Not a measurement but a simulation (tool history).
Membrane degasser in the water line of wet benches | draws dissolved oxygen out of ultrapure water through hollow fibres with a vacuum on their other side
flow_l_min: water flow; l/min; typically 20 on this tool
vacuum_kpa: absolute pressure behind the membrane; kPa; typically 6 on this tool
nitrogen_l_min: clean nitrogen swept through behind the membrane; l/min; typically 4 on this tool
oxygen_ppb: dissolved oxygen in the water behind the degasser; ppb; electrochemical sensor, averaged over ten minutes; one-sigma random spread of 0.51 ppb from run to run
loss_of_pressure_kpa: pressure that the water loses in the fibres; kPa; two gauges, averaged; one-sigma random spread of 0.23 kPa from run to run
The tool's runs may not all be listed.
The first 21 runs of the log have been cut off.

run	hour	flow_l_min	vacuum_kpa	nitrogen_l_min	oxygen_ppb	loss_of_pressure_kpa
22	765.1	12	5.29	2.38	27.8	34.51
23	810.5	12	5.29	2.38	27.6	34.75
24	855.8	12	5.29	2.38	28.5	34.82
25	884.7	12	5.29	2.38	27.3	34.89
26	935.1	12	5.29	2.38	27.9	34.75
27	955.6	25	5.99	8.59	35.4	72.03
28	984.7	22	6	3.43	54.7	63.89
29	1035.1	20	6	1.77	83.5	57.97
30	1073.5	19	6	1.77	78.7	54.63
31	1094.7	19	8.41	6.3	45.7	55.03
32	1134.8	23	10.1	4	107.6	66.86

Branching from run 32: 3 alternative next runs. What would each branch give?
A	1158.2	16	6	4	?	?
B	1158.2	27	10.1	2.6	?	?
C	1158.2	22	10.1	4.63	?	?

run	oxygen_ppb	loss_of_pressure_kpa
A	32.8	46.47
B	184.2	78.31
C	92.3	63.69
Stripped of hidden state, with their random variation kept, the same runs would have yielded:
run	oxygen_ppb	loss_of_pressure_kpa
A	31.6	46.05
B	180.7	77.6
C	90.2	63.11
